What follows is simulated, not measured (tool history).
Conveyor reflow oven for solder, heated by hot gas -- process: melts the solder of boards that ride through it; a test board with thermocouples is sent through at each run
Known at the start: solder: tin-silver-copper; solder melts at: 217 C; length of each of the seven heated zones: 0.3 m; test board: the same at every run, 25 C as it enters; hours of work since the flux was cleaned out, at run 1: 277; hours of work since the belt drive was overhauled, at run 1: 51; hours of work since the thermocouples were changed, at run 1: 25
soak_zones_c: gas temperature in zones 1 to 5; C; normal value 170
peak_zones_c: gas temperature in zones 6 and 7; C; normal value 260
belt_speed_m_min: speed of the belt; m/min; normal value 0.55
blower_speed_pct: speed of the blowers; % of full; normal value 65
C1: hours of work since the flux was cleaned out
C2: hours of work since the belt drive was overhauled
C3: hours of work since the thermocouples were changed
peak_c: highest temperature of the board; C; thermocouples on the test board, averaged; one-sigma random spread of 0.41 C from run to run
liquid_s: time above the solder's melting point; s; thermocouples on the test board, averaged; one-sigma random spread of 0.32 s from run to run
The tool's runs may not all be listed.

{"run": 1, "hour": 0.0, "soak_zones_c": 170, "peak_zones_c": 260, "belt_speed_m_min": 0.55, "blower_speed_pct": 65, "C1": 277, "C2": 51, "C3": 25, "peak_c": 245.8, "liquid_s": 44.4}
{"run": 2, "hour": 8.1, "soak_zones_c": 170, "peak_zones_c": 260, "belt_speed_m_min": 0.55, "blower_speed_pct": 65, "C1": 282, "C2": 57, "C3": 31, "peak_c": 246.3, "liquid_s": 45.1}
{"run": 3, "hour": 16.6, "soak_zones_c": 170, "peak_zones_c": 260, "belt_speed_m_min": 0.55, "blower_speed_pct": 65, "C1": 289, "C2": 63, "C3": 37, "peak_c": 245.9, "liquid_s": 44.4}
{"run": 4, "hour": 22.5, "soak_zones_c": 170, "peak_zones_c": 260, "belt_speed_m_min": 0.55, "blower_speed_pct": 65, "C1": 293, "C2": 67, "C3": 41, "peak_c": 245.7, "liquid_s": 44.5}
{"run": 5, "hour": 28.9, "soak_zones_c": 170, "peak_zones_c": 269, "belt_speed_m_min": 0.55, "blower_speed_pct": 65, "C1": 297, "C2": 72, "C3": 46, "peak_c": 255.3, "liquid_s": 49.4}
{"run": 6, "hour": 33.2, "soak_zones_c": 170, "peak_zones_c": 269, "belt_speed_m_min": 0.55, "blower_speed_pct": 65, "C1": 300, "C2": 75, "C3": 49, "peak_c": 254.7, "liquid_s": 49}
{"run": 7, "hour": 41.5, "soak_zones_c": 173, "peak_zones_c": 260, "belt_speed_m_min": 0.55, "blower_speed_pct": 65, "C1": 306, "C2": 81, "C3": 55, "peak_c": 246.1, "liquid_s": 45.6}
{"run": 8, "hour": 48.2, "soak_zones_c": 173, "peak_zones_c": 260, "belt_speed_m_min": 0.55, "blower_speed_pct": 65, "C1": 311, "C2": 85, "C3": 59, "peak_c": 246.7, "liquid_s": 45.8}
{"run": 9, "hour": 57.2, "soak_zones_c": 173, "peak_zones_c": 260, "belt_speed_m_min": 0.55, "blower_speed_pct": 65, "C1": 318, "C2": 92, "C3": 66, "peak_c": 246.6, "liquid_s": 45.6}
{"run": 10, "hour": 61.4, "soak_zones_c": 173, "peak_zones_c": 260, "belt_speed_m_min": 0.55, "blower_speed_pct": 65, "C1": 321, "C2": 95, "C3": 69, "peak_c": 246.2, "liquid_s": 45.6}
{"run": 11, "hour": 69.3, "soak_zones_c": 173, "peak_zones_c": 260, "belt_speed_m_min": 0.55, "blower_speed_pct": 65, "C1": 326, "C2": 101, "C3": 75, "peak_c": 247.1, "liquid_s": 45.9}
{"run": 12, "hour": 73.4, "soak_zones_c": 173, "peak_zones_c": 260, "belt_speed_m_min": 0.55, "blower_speed_pct": 65, "C1": 329, "C2": 104, "C3": 78, "peak_c": 247.2, "liquid_s": 45.1}
{"run": 13, "hour": 81.0, "soak_zones_c": 173, "peak_zones_c": 260, "belt_speed_m_min": 0.55, "blower_speed_pct": 65, "C1": 335, "C2": 109, "C3": 83, "peak_c": 246.9, "liquid_s": 45.9}
{"run": 14, "hour": 89.0, "soak_zones_c": 173, "peak_zones_c": 260, "belt_speed_m_min": 0.55, "blower_speed_pct": 65, "C1": 341, "C2": 115, "C3": 89, "peak_c": 246.3, "liquid_s": 45.6}
{"run": 15, "hour": 97.9, "soak_zones_c": 173, "peak_zones_c": 260, "belt_speed_m_min": 0.55, "blower_speed_pct": 65, "C1": 347, "C2": 121, "C3": 95, "peak_c": 246, "liquid_s": 45.9}
{"run": 16, "hour": 103.8, "soak_zones_c": 170, "peak_zones_c": 267, "belt_speed_m_min": 0.55, "blower_speed_pct": 65, "C1": 351, "C2": 125, "C3": 99, "peak_c": 252.2, "liquid_s": 48.3}
{"run": 17, "hour": 111.0, "soak_zones_c": 170, "peak_zones_c": 256, "belt_speed_m_min": 0.55, "blower_speed_pct": 65, "C1": 356, "C2": 131, "C3": 105, "peak_c": 242.1, "liquid_s": 41}
{"run": 18, "hour": 118.3, "soak_zones_c": 170, "peak_zones_c": 256, "belt_speed_m_min": 0.55, "blower_speed_pct": 65, "C1": 362, "C2": 136, "C3": 110, "peak_c": 242.8, "liquid_s": 41.4}
{"run": 19, "hour": 124.4, "soak_zones_c": 170, "peak_zones_c": 273, "belt_speed_m_min": 0.55, "blower_speed_pct": 61, "C1": 366, "C2": 140, "C3": 114, "peak_c": 257.6, "liquid_s": 50.5}
{"run": 20, "hour": 132.9, "soak_zones_c": 170, "peak_zones_c": 260, "belt_speed_m_min": 0.55, "blower_speed_pct": 81, "C1": 372, "C2": 146, "C3": 120, "peak_c": 248.9, "liquid_s": 47}
{"hour": 145.5, "done": "flux residue cleaned out of gas plates and filters"}
{"run": 21, "hour": 146.0, "soak_zones_c": 170, "peak_zones_c": 261, "belt_speed_m_min": 0.55, "blower_speed_pct": 65, "C1": 0, "C2": 152, "C3": 126, "peak_c": 248.6, "liquid_s": 46.7}
{"run": 22, "hour": 154.8, "soak_zones_c": 170, "peak_zones_c": 261, "belt_speed_m_min": 0.55, "blower_speed_pct": 65, "C1": 7, "C2": 159, "C3": 133, "peak_c": 248.5, "liquid_s": 47.1}
{"run": 23, "hour": 160.1, "soak_zones_c": 174, "peak_zones_c": 261, "belt_speed_m_min": 0.633, "blower_speed_pct": 53, "C1": 10, "C2": 162, "C3": 136, "peak_c": 241.3, "liquid_s": 34.6}
{"run": 24, "hour": 168.8, "soak_zones_c": 184, "peak_zones_c": 271, "belt_speed_m_min": 0.582, "blower_speed_pct": 70, "C1": 17, "C2": 169, "C3": 143, "peak_c": 258.9, "liquid_s": 53.4}
{"run": 25, "hour": 173.1, "soak_zones_c": 170, "peak_zones_c": 263, "belt_speed_m_min": 0.622, "blower_speed_pct": 65, "C1": 20, "C2": 172, "C3": 146, "peak_c": 245.9, "liquid_s": 38.8}
{"run": 26, "hour": 179.2, "soak_zones_c": 170, "peak_zones_c": 263, "belt_speed_m_min": 0.622, "blower_speed_pct": 65, "C1": 24, "C2": 176, "C3": 150, "peak_c": 246.7, "liquid_s": 39.1}
{"run": 27, "hour": 184.9, "soak_zones_c": 170, "peak_zones_c": 263, "belt_speed_m_min": 0.622, "blower_speed_pct": 65, "C1": 28, "C2": 180, "C3": 154, "peak_c": 246.6, "liquid_s": 39}
{"run": 28, "hour": 191.5, "soak_zones_c": 170, "peak_zones_c": 271, "belt_speed_m_min": 0.518, "blower_speed_pct": 65, "C1": 33, "C2": 185, "C3": 159, "peak_c": 258.9, "liquid_s": 56.4}
{"run": 29, "hour": 198.3, "soak_zones_c": 170, "peak_zones_c": 271, "belt_speed_m_min": 0.657, "blower_speed_pct": 60, "C1": 38, "C2": 190, "C3": 164, "peak_c": 249.6, "liquid_s": 37.7}
{"run": 30, "hour": 207.3, "soak_zones_c": 181, "peak_zones_c": 271, "belt_speed_m_min": 0.487, "blower_speed_pct": 66, "C1": 44, "C2": 196, "C3": 170, "peak_c": 263.2, "liquid_s": 64.2}
{"run": 31, "hour": 213.6, "soak_zones_c": 181, "peak_zones_c": 260, "belt_speed_m_min": 0.487, "blower_speed_pct": 67, "C1": 49, "C2": 201, "C3": 175, "peak_c": 253.1, "liquid_s": 60.2}
{"run": 32, "hour": 220.8, "soak_zones_c": 175, "peak_zones_c": 272, "belt_speed_m_min": 0.517, "blower_speed_pct": 80, "C1": 54, "C2": 206, "C3": 180, "peak_c": 263.5, "liquid_s": 60.4}

Alternative continuations, all from the tool just after run 32; predict every row:
{"run": "A", "hour": 226.0, "soak_zones_c": 159, "peak_zones_c": 250, "belt_speed_m_min": 0.55, "blower_speed_pct": 65, "C1": 58, "C2": 210, "C3": 184, "peak_c": "?", "liquid_s": "?"}
{"run": "B", "hour": 226.0, "soak_zones_c": 170, "peak_zones_c": 253, "belt_speed_m_min": 0.55, "blower_speed_pct": 54, "C1": 58, "C2": 210, "C3": 184, "peak_c": "?", "liquid_s": "?"}
{"run": "C", "hour": 226.0, "soak_zones_c": 165, "peak_zones_c": 260, "belt_speed_m_min": 0.55, "blower_speed_pct": 89, "C1": 58, "C2": 210, "C3": 184, "peak_c": "?", "liquid_s": "?"}

run=A peak_c=237.2 liquid_s=34.4
run=B peak_c=239.2 liquid_s=37.6
run=C peak_c=251.8 liquid_s=48
Take away the tool's hidden state, keep each run's random variation, and the runs would have read:
run=A peak_c=237 liquid_s=34.1
run=B peak_c=238.9 liquid_s=37.3
run=C peak_c=251.7 liquid_s=47.8
